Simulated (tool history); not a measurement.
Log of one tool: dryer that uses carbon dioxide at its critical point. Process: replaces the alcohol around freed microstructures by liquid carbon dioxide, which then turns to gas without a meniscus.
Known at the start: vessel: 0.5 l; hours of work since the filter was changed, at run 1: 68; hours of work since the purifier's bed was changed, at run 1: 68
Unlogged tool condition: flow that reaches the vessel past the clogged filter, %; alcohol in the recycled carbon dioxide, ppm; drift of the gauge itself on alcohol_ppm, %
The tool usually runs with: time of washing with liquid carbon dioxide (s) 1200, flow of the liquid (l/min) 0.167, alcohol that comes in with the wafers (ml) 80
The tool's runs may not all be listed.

run     day  time of washing with liquid carbon dioxide (s)  flow of the liquid (l/min)  alcohol that comes in with the wafers (ml)  hours of work since the filter was changed  hours of work since the purifier's bed was changed  alcohol left in the vessel before it's heated (ppm by volume)
  1   0.000                                            1200                       0.167                                          80                                          68                                                  68                                                            666
  2   1.725                                            1200                       0.167                                          80                                          98                                                  98                                                            781
  3   3.750                                            1200                       0.167                                          80                                         135                                                 135                                                            931
      5.896  -- inlet filter changed
  4   5.900                                            1200                       0.193                                          80                                           0                                                 172                                                            241
  5   7.275                                            1200                       0.193                                          80                                          25                                                 197                                                            275
  6   9.071                                            1200                       0.167                                          80                                          57                                                 229                                                            693
  7  11.175                                            1200                       0.167                                          80                                          94                                                 267                                                            757
  8  12.462                                            1500                       0.167                                          80                                         118                                                 290                                                            263
  9  14.417                                            1200                       0.167                                          74                                         152                                                 325                                                            892
     15.629  -- inlet filter changed
 10  16.550                                            1200                       0.167                                          74                                          16                                                 362                                                            561
 11  18.879                                            1200                       0.167                                          80                                          58                                                 404                                                            731
 12  21.142                                            1200                       0.167                                          80                                          99                                                 444                                                            857
 13  23.175                                            1200                       0.167                                          80                                         135                                                 481                                                            985
     25.321  -- inlet filter changed
 14  25.321                                            1200                       0.167                                          80                                           0                                                 518                                                            592
 15  27.096                                             840                       0.167                                          80                                          32                                                 550                                                           3203
 16  28.079                                             840                       0.167                                          32                                          49                                                 568                                                           1368
 17  30.096                                            1200                       0.167                                          80                                          85                                                 604                                                            810
 18  31.525                                            1200                       0.167                                          80                                         111                                                 629                                                            865
 19  33.442                                            1200                       0.167                                          80                                         145                                                 664                                                           1017
     34.967  -- inlet filter changed
 20  35.712                                            1200                       0.167                                          80                                          13                                                 703                                                            623
 21  37.588                                            1200                       0.167                                          80                                          47                                                 737                                                            709
 22  39.096                                            1200                       0.167                                          80                                          74                                                 764                                                            800
 23  41.071                                            1200                       0.167                                          80                                         109                                                 799                                                            941
 24  42.642                                            1200                       0.143                                          56                                         137                                                 827                                                           1377
 25  44.117                                            1200                       0.217                                          65                                         164                                                 854                                                            317
     44.708  -- inlet filter changed
 26  45.617                                            1200                       0.217                                          65                                          16                                                 880                                                            211
 27  47.125                                             720                       0.249                                         114                                          43                                                 907                                                           1844
 28  48.238                                            1920                       0.262                                          80                                          63                                                 927                                                            137
     49.729  -- purifier's bed changed
 29  49.829                                             900                       0.262                                          36                                          89                                                   2                                                            150
 30  51.650                                             720                       0.262                                          37                                         122                                                  34                                                            594
 31  53.050                                             960                       0.105                                          23                                         147                                                  59                                                           3165
     54.483  -- inlet filter changed
 32  54.483                                            1920                       0.176                                          27                                           0                                                  84                                                             24
 33  56.467                                            1740                       0.228                                          34                                          35                                                 120                                                             22
 34  58.000                                            1740                       0.228                                          34                                          63                                                 147                                                             29
 35  59.217                                            1200                       0.108                                          59                                          85                                                 169                                                           3275
 36  60.546                                            1200                       0.108                                          59                                         108                                                 193                                                           3570
 37  62.000                                            1440                       0.167                                         116                                         134                                                 219                                                            464
 38  63.817                                            1080                       0.167                                          47                                         167                                                 251                                                            973
     64.162  -- inlet filter changed
 39  65.629                                            1200                       0.260                                          21                                          26                                                 283                                                             62
 40  67.621                                            1200                       0.260                                          21                                          62                                                 319                                                             61
 41  69.612                                             780                       0.107                                         101                                          97                                                 354                                                          20527
 42  71.450                                            1200                       0.219                                          80                                         130                                                 387                                                            243
 43  73.529                                            1200                       0.219                                          80                                         168                                                 424                                                            283
     73.908  -- inlet filter changed
 44  75.354                                            1200                       0.264                                          82                                          26                                                 456                                                            102
 45  77.579                                            1200                       0.264                                          82                                          66                                                 496                                                            101

A few steps of alcohol left in the vessel before it's heated (ppm by volume) between consecutive runs. Split each: what settings, incoming material and random variation would produce without the hidden state, and what is left over for the hidden state, along with gauge scatter present in only one of the two compared results (measured, and without hidden state):
Run 31 -> 32: time of washing with liquid carbon dioxide (s) 960 -> 1920, flow of the liquid (l/min) 0.105 -> 0.176, alcohol that comes in with the wafers (ml) 23 -> 27, inlet filter changed. alcohol left in the vessel before it's heated (ppm by volume) -3141: hidden state -814, all else -2327.
Run 34 -> 35: time of washing with liquid carbon dioxide (s) 1740 -> 1200, flow of the liquid (l/min) 0.228 -> 0.108, alcohol that comes in with the wafers (ml) 34 -> 59. alcohol left in the vessel before it's heated (ppm by volume) +3246: hidden state +646, all else +2600.
Run 40 -> 41: time of washing with liquid carbon dioxide (s) 1200 -> 780, flow of the liquid (l/min) 0.260 -> 0.107, alcohol that comes in with the wafers (ml) 21 -> 101. alcohol left in the vessel before it's heated (ppm by volume) +20466: hidden state +3207, all else +17259.
Run 41 -> 42: time of washing with liquid carbon dioxide (s) 780 -> 1200, flow of the liquid (l/min) 0.107 -> 0.219, alcohol that comes in with the wafers (ml) 101 -> 80. alcohol left in the vessel before it's heated (ppm by volume) -20284: hidden state -3108, all else -17176.

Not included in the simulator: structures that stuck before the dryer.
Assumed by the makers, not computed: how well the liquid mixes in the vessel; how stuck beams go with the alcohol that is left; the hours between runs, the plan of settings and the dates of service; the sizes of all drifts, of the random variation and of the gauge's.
